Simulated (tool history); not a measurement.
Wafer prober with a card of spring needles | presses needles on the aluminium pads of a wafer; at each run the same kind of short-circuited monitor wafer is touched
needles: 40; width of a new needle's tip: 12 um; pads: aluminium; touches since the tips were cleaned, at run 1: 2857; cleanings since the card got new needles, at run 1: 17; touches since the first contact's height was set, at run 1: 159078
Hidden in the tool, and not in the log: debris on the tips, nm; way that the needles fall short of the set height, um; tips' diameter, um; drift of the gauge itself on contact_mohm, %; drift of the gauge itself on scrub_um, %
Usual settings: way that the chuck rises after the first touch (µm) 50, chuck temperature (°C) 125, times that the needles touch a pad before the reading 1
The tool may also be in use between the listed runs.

| run | day | way that the chuck rises after the first touch (µm) | chuck temperature (°C) | times that the needles touch a pad before the reading | touches since the tips were cleaned | cleanings since the card got new needles | touches since the first contact's height was set | resistance of one needle with its contact and lead (mohm) | way that a needle slides on the pad (µm) |
|---|---|---|---|---|---|---|---|---|---|
| 1 | 0 | 50 | 125 | 1 | 2857 | 17 | 159078 | 267 | 10.74 |
|  | 0.462 | tips cleaned on abrasive film |
| 2 | 0.571 | 50 | 125 | 1 | 1109 | 18 | 165022 | 236 | 10.59 |
| 3 | 0.862 | 50 | 125 | 2 | 4207 | 18 | 168120 | 245 | 10.89 |
|  | 1.208 | tips cleaned on abrasive film |
| 4 | 1.229 | 50 | 125 | 2 | 217 | 19 | 171927 | 205 | 10.64 |
| 5 | 1.733 | 50 | 125 | 2 | 5514 | 19 | 177224 | 249 | 10.63 |
|  | 1.971 | tips cleaned on abrasive film |
| 6 | 1.979 | 50 | 125 | 2 | 78 | 20 | 179739 | 202 | 10.65 |
| 7 | 2.304 | 50 | 125 | 2 | 3526 | 20 | 183187 | 245 | 10.73 |
|  | 2.738 | tips cleaned on abrasive film |
| 8 | 2.788 | 50 | 125 | 2 | 537 | 21 | 188196 | 213 | 10.75 |
| 9 | 3.146 | 50 | 125 | 2 | 4295 | 21 | 191954 | 243 | 10.72 |
|  | 3.375 | height of the first contact set anew |
|  | 3.504 | tips cleaned on abrasive film |
| 10 | 3.612 | 50 | 125 | 2 | 1150 | 22 | 2463 | 215 | 11.32 |
| 11 | 3.946 | 50 | 125 | 2 | 4665 | 22 | 5978 | 245 | 11.25 |
| 12 | 4.221 | 50 | 125 | 2 | 7545 | 22 | 8858 | 244 | 11.16 |
|  | 4.279 | tips cleaned on abrasive film |
| 13 | 4.65 | 38 | 125 | 2 | 3920 | 23 | 13322 | 271 | 8.46 |
|  | 5.033 | tips cleaned on abrasive film |
| 14 | 5.167 | 38 | 125 | 2 | 1407 | 24 | 18713 | 242 | 8.53 |
| 15 | 5.596 | 32 | 125 | 1 | 5932 | 24 | 23238 | 388 | 7.17 |
|  | 5.775 | tips cleaned on abrasive film |
| 16 | 5.888 | 50 | 58 | 1 | 1208 | 25 | 26259 | 230 | 11.23 |
| 17 | 6.158 | 50 | 35 | 1 | 4035 | 25 | 29086 | 266 | 11.14 |
| 18 | 6.504 | 33 | 125 | 2 | 7654 | 25 | 32705 | 310 | 7.46 |
|  | 6.554 | tips cleaned on abrasive film |
| 19 | 6.888 | 50 | 47 | 1 | 3522 | 26 | 36708 | 261 | 11.08 |
|  | 7.292 | tips cleaned on abrasive film |
| 20 | 7.304 | 69 | 86 | 2 | 131 | 27 | 41047 | 191 | 15.41 |
| 21 | 7.788 | 36 | 86 | 3 | 5224 | 27 | 46140 | 250 | 8.04 |
|  | 8.05 | tips cleaned on abrasive film |
| 22 | 8.371 | 47 | 32 | 1 | 3407 | 28 | 52231 | 268 | 10.58 |
|  | 8.796 | tips cleaned on abrasive film |
| 23 | 8.8 | 48 | 125 | 1 | 74 | 29 | 56696 | 210 | 10.47 |
| 24 | 9.292 | 50 | 125 | 1 | 5219 | 29 | 61841 | 278 | 11.08 |
|  | 9.538 | tips cleaned on abrasive film |
| 25 | 9.65 | 50 | 125 | 1 | 1193 | 30 | 65577 | 235 | 11.19 |
| 26 | 10.108 | 59 | 38 | 1 | 6026 | 30 | 70410 | 253 | 13.09 |
|  | 10.279 | tips cleaned on abrasive film |
| 27 | 10.617 | 50 | 79 | 1 | 3552 | 31 | 75705 | 269 | 11.03 |
|  | 11.038 | tips cleaned on abrasive film |
| 28 | 11.138 | 52 | 79 | 2 | 1035 | 32 | 81117 | 210 | 11.36 |
| 29 | 11.388 | 37 | 84 | 2 | 3669 | 32 | 83751 | 278 | 8.14 |
|  | 11.8 | tips cleaned on abrasive film |
| 30 | 11.829 | 68 | 41 | 2 | 321 | 33 | 88368 | 186 | 14.96 |
| 31 | 12.242 | 61 | 91 | 1 | 4624 | 33 | 92671 | 252 | 13.46 |
|  | 12.571 | tips cleaned on abrasive film |
| 32 | 12.75 | 61 | 91 | 1 | 1898 | 34 | 98002 | 225 | 13.36 |
|  | 13.333 | tips cleaned on abrasive film |
| 33 | 13.333 | 32 | 49 | 1 | 0 | 35 | 104064 | 218 | 6.8 |
| 34 | 13.892 | 34 | 26 | 2 | 5893 | 35 | 109957 | 319 | 7.31 |

Hidden state at the last listed run before each entry between runs and at the first one after, where it differs:
Between runs 1 and 2: tips cleaned on abrasive film (day 0.462)
  debris on the tips, nm: 70.3 -> 40; way that the needles fall short of the set height, um: 2.01 -> 2.15; tips' diameter, um: 12.7 -> 12.75
  measured less the result without the state, resistance of one needle with its contact and lead (mohm): +71 -> +41; way that a needle slides on the pad (µm): -0.45 -> -0.48
Between runs 3 and 4: tips cleaned on abrasive film (day 1.208)
  debris on the tips, nm: 76.8 -> 14.5; way that the needles fall short of the set height, um: 2.15 -> 2.26; tips' diameter, um: 12.75 -> 12.79
  measured less the result without the state, resistance of one needle with its contact and lead (mohm): +47 -> +10; way that a needle slides on the pad (µm): -0.48 -> -0.51
Between runs 5 and 6: tips cleaned on abrasive film (day 1.971)
  debris on the tips, nm: 81.8 -> 6.5; way that the needles fall short of the set height, um: 2.26 -> 2.34; tips' diameter, um: 12.79 -> 12.82
  measured less the result without the state, resistance of one needle with its contact and lead (mohm): +52 -> +6; way that a needle slides on the pad (µm): -0.5 -> -0.53
Between runs 7 and 8: tips cleaned on abrasive film (day 2.738)
  debris on the tips, nm: 71.9 -> 25; way that the needles fall short of the set height, um: 2.34 -> 2.42; tips' diameter, um: 12.82 -> 12.85
  measured less the result without the state, resistance of one needle with its contact and lead (mohm): +46 -> +16; way that a needle slides on the pad (µm): -0.53 -> -0.55
Between runs 9 and 10: height of the first contact set anew (day 3.375); tips cleaned on abrasive film (day 3.504)
  debris on the tips, nm: 76.1 -> 39.3; way that the needles fall short of the set height, um: 2.42 -> 0.12; tips' diameter, um: 12.85 -> 12.89
  measured less the result without the state, resistance of one needle with its contact and lead (mohm): +49 -> +23; way that a needle slides on the pad (µm): -0.55 -> -0.03
Between runs 12 and 13: tips cleaned on abrasive film (day 4.279)
  debris on the tips, nm: 88.4 -> 75.2; way that the needles fall short of the set height, um: 0.12 -> 0.25; tips' diameter, um: 12.89 -> 12.94
  measured less the result without the state, resistance of one needle with its contact and lead (mohm): +51 -> +72; way that a needle slides on the pad (µm): -0.03 -> -0.06
Between runs 13 and 14: tips cleaned on abrasive film (day 5.033)
  debris on the tips, nm: 75.2 -> 44.8; way that the needles fall short of the set height, um: 0.25 -> 0.4; tips' diameter, um: 12.94 -> 12.99
  measured less the result without the state, resistance of one needle with its contact and lead (mohm): +72 -> +44; way that a needle slides on the pad (µm): -0.06 -> -0.09
Between runs 15 and 16: tips cleaned on abrasive film (day 5.775)
  debris on the tips, nm: 83.8 -> 41; way that the needles fall short of the set height, um: 0.4 -> 0.48; tips' diameter, um: 12.99 -> 13.02
  measured less the result without the state, resistance of one needle with its contact and lead (mohm): +184 -> +46; way that a needle slides on the pad (µm): -0.09 -> -0.11
Between runs 18 and 19: tips cleaned on abrasive film (day 6.554)
  debris on the tips, nm: 89.1 -> 71.8; way that the needles fall short of the set height, um: 0.48 -> 0.59; tips' diameter, um: 13.02 -> 13.06
  measured less the result without the state, resistance of one needle with its contact and lead (mohm): +111 -> +80; way that a needle slides on the pad (µm): -0.11 -> -0.13
Between runs 19 and 20: tips cleaned on abrasive film (day 7.292)
  debris on the tips, nm: 71.8 -> 13.9; way that the needles fall short of the set height, um: 0.59 -> 0.7; tips' diameter, um: 13.06 -> 13.09
  measured less the result without the state, resistance of one needle with its contact and lead (mohm): +80 -> +6; way that a needle slides on the pad (µm): -0.13 -> -0.16
Between runs 21 and 22: tips cleaned on abrasive film (day 8.05)
  debris on the tips, nm: 80.4 -> 69.5; way that the needles fall short of the set height, um: 0.7 -> 0.82; tips' diameter, um: 13.09 -> 13.13
  measured less the result without the state, resistance of one needle with its contact and lead (mohm): +57 -> +91; way that a needle slides on the pad (µm): -0.15 -> -0.18
Between runs 22 and 23: tips cleaned on abrasive film (day 8.796)
  debris on the tips, nm: 69.5 -> 10.1; way that the needles fall short of the set height, um: 0.82 -> 0.95; tips' diameter, um: 13.13 -> 13.18
  measured less the result without the state, resistance of one needle with its contact and lead (mohm): +91 -> +12; way that a needle slides on the pad (µm): -0.18 -> -0.21
Between runs 24 and 25: tips cleaned on abrasive film (day 9.538)
  debris on the tips, nm: 81.2 -> 36.8; way that the needles fall short of the set height, um: 0.95 -> 1.07; tips' diameter, um: 13.18 -> 13.22
  measured less the result without the state, resistance of one needle with its contact and lead (mohm): +83 -> +39; way that a needle slides on the pad (µm): -0.22 -> -0.24
Between runs 26 and 27: tips cleaned on abrasive film (day 10.279)
  debris on the tips, nm: 84.9 -> 72.7; way that the needles fall short of the set height, um: 1.07 -> 1.2; tips' diameter, um: 13.22 -> 13.27
  measured less the result without the state, resistance of one needle with its contact and lead (mohm): +76 -> +82; way that a needle slides on the pad (µm): -0.24 -> -0.27
Between runs 27 and 28: tips cleaned on abrasive film (day 11.038)
  debris on the tips, nm: 72.7 -> 36.6; way that the needles fall short of the set height, um: 1.2 -> 1.28; tips' diameter, um: 13.27 -> 13.3
  measured less the result without the state, resistance of one needle with its contact and lead (mohm): +82 -> +24; way that a needle slides on the pad (µm): -0.27 -> -0.29
Between runs 29 and 30: tips cleaned on abrasive film (day 11.8)
  debris on the tips, nm: 73.7 -> 20.2; way that the needles fall short of the set height, um: 1.28 -> 1.36; tips' diameter, um: 13.3 -> 13.33
  measured less the result without the state, resistance of one needle with its contact and lead (mohm): +88 -> +10; way that a needle slides on the pad (µm): -0.29 -> -0.31
Between runs 31 and 32: tips cleaned on abrasive film (day 12.571)
  debris on the tips, nm: 79.8 -> 49.7; way that the needles fall short of the set height, um: 1.36 -> 1.47; tips' diameter, um: 13.33 -> 13.36
  measured less the result without the state, resistance of one needle with its contact and lead (mohm): +63 -> +39; way that a needle slides on the pad (µm): -0.31 -> -0.33
Between runs 32 and 33: tips cleaned on abrasive film (day 13.333)
  debris on the tips, nm: 49.7 -> 10; way that the needles fall short of the set height, um: 1.47 -> 1.61; tips' diameter, um: 13.36 -> 13.41
  measured less the result without the state, resistance of one needle with its contact and lead (mohm): +39 -> +31; way that a needle slides on the pad (µm): -0.33 -> -0.37
